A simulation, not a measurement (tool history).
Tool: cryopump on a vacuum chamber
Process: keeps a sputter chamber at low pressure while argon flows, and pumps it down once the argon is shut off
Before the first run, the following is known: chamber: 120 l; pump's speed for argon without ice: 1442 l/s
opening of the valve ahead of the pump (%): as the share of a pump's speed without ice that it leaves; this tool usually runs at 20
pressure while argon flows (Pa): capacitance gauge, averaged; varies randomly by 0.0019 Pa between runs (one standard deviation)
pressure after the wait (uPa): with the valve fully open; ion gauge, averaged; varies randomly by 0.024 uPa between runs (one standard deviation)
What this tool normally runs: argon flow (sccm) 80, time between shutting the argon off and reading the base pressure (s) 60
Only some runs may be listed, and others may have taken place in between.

run,day,argon flow (sccm),time between shutting the argon off and reading the base pressure (s),opening of the valve ahead of the pump (%),pressure while argon flows (Pa),pressure after the wait (uPa)
1,0,80,60,20,0.4805,1.79
2,4.229,80,60,24,0.4021,1.83
3,6.467,80,60,54,0.186,1.86
4,8.85,80,60,15,0.6417,1.88
5,13.142,80,60,15,0.6369,1.83
6,15.838,75,60,15,0.5981,1.86
7,18.546,75,60,15,0.6014,1.93
8,22.671,75,60,15,0.6015,1.98
9,26.846,75,60,30,0.3073,1.97
10,30.354,75,60,30,0.3099,2
11,35.262,75,60,30,0.3119,2.02
# day 37.142: leaking fittings of the chamber tightened, without venting
12,37.525,75,60,30,0.3116,0.95
13,41.4,57,60,20,0.3488,0.99
# day 42.392: pump warmed up, emptied and cooled again
14,44.917,80,32,20,0.4709,1.61
15,47.254,91,218,24,0.4487,0.46
16,50.362,157,60,20,0.9247,0.99
17,54.438,124,59,20,0.735,1.04
18,57.062,124,59,20,0.7339,1
19,61.296,34,228,25,0.1609,0.49
20,64.921,124,60,40,0.3741,1.08
21,69.004,51,131,17,0.3589,0.71
22,73.858,42,131,52,0.1004,0.69
23,76.329,60,29,41,0.1799,1.84
24,79.283,60,29,41,0.1799,1.8
25,81.412,60,29,41,0.1805,1.88

Run 26, settings as shown, results not yet in. Your forecast:
26,83.679,98,33,20,?,?

{"run 26": {"pressure while argon flows (Pa)": 0.5949, "pressure after the wait (uPa)": 1.74}}
Without the tool's hidden state the same run would have given pressure while argon flows (Pa) 0.5791, pressure after the wait (uPa) 1.52.
